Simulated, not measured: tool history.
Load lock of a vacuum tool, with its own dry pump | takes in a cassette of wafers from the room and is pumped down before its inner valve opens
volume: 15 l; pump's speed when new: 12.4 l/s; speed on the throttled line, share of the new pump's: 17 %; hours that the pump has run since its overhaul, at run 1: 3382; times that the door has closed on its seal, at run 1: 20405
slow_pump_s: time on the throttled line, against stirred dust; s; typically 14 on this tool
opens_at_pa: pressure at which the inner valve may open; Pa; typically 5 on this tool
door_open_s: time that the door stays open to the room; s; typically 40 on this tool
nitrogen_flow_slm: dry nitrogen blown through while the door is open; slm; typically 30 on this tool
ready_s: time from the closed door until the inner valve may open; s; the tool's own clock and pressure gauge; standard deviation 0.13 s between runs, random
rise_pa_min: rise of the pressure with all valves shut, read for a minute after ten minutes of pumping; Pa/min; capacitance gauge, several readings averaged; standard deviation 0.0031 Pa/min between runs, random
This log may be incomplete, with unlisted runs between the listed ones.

run	hour	slow_pump_s	opens_at_pa	door_open_s	nitrogen_flow_slm	hours that the pump has run since its overhaul	times that the door has closed on its seal	incoming humidity of the room's air, %	ready_s	rise_pa_min
1	0	14	5	40	30	3382	20405	43.8	24	0.18
2	303.7	26	5	40	30	3685	21682	43.8	33.9	0.193
3	572.7	26	5	40	30	3954	22814	45.8	33.9	0.198
4	868.6	26	5	40	30	4250	24058	44.3	33.8	0.204
5	1313.7	26	5	40	30	4695	25931	43.7	34	0.221
6	1662	26	5	40	30	5044	27396	49.1	34.1	0.234
7	1978.9	14	5	53	30	5361	28729	45.8	24.5	0.267
8	2281.6	14	5	53	30	5663	30002	44.2	24.2	0.268
9	2702	14	5	40	30	6084	31771	43.7	24.1	0.286
10	2954.4	14	5	40	8	6336	32832	42	24.4	0.316
11	3296.6	14	5	40	8	6678	34272	43.6	24.4	0.333
# hour 3562.2: door's seal changed, seat wiped
12	3755.4	14	6	40	8	7135	812	44.6	24.4	0.095
13	3961.6	14	6	40	8	7342	1680	45.9	24.4	0.097
14	4276	14	6	122	5	7656	3002	48.7	24.2	0.148
15	4521.1	14	9	89	30	7901	4034	45.3	23.6	0.081
16	4898.8	12	6	135	8	8279	5622	44.5	22.8	0.147
17	5306	26	9	28	17	8686	7335	43.3	33.4	0.085
18	5682.3	26	9	190	30	9062	8918	46.5	33.2	0.119
19	5923.3	26	9	190	30	9303	9932	45.1	33.5	0.129
20	6222.8	18	7	190	30	9603	11192	44.8	27.5	0.13
# hour 6516.4: dry pump taken out, an overhauled one fitted
21	6685.2	18	7	190	30	169	13111	44.9	26.5	0.135
22	7045.5	14	5	61	6	529	14627	40.5	23.8	0.161
23	7348.8	14	5	61	6	832	15903	46	23.7	0.178
24	7806.9	14	5	61	33	1291	17830	42.9	23.9	0.141

Consider 4 possible next runs. They are alternatives, not a sequence: every one starts from the tool as it was left by run 24. What does each give?
A	8265.8	8	5	40	30	1749	19760	46.9	?	?
B	8265.8	18	5	80	14	1749	19760	41.2	?	?
C	8265.8	14	10	106	9	1749	19760	47	?	?
D	8265.8	14	9	219	10	1749	19760	43	?	?

run	ready_s	rise_pa_min
A	18.9	0.155
B	27	0.184
C	22.8	0.21
D	23	0.233
Had the tool no hidden state, the same runs would have come out as:
run	ready_s	rise_pa_min
A	18.7	0.059
B	26.9	0.087
C	22.7	0.116
D	22.9	0.138
